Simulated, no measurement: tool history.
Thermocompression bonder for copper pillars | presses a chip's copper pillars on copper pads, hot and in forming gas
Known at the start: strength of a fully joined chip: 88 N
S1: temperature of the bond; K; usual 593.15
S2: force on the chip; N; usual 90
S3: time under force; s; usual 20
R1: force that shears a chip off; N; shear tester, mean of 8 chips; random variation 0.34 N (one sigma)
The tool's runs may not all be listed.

run    hour      S1  S2  S3    R1
  1     0.0  593.15  90  20  52.0
       21.1  -- forming gas filter changed
  2    71.9  593.15  90  20  51.6
  3   145.3  593.15  90  20  51.9
      203.7  -- forming gas filter changed
  4   223.7  593.15  90  11  42.3
  5   285.3  593.15  90  11  42.6
  6   334.8  593.15  90  11  42.2
      387.3  -- forming gas filter changed
  7   405.8  593.15  90  20  51.6
  8   458.6  593.15  85  20  50.1
  9   511.0  593.15  90  20  51.7
      572.3  -- forming gas filter changed
 10   572.3  593.15  90  20  51.4
      615.7  -- force cell calibrated
 11   649.6  622.15  90  13  56.9
 12   689.7  593.15  57  20  37.2
 13   734.6  593.15  89  20  51.6
      759.9  -- forming gas filter changed
 14   806.0  618.15  71  20  53.8
 15   850.3  619.15  88  18  59.6
 16   917.3  619.15  88  18  59.3
      947.6  -- forming gas filter changed
 17   981.1  619.15  88  17  59.7
 18  1043.1  619.15  88  17  58.9

4 ways to go on from here, each from the tool as it stands after run 18. What would each give?
  A  1129.0  619.15   74  17   ?
  B  1129.0  618.15   88  17   ?
  C  1129.0  573.15  127  37   ?
  D  1129.0  565.15   88  17   ?

run    R1
  A  52.9
  B  58.9
  C  64.3
  D  37.6
Without the tool's hidden state the same runs would have given:
run    R1
  A  53.0
  B  59.0
  C  64.4
  D  37.7
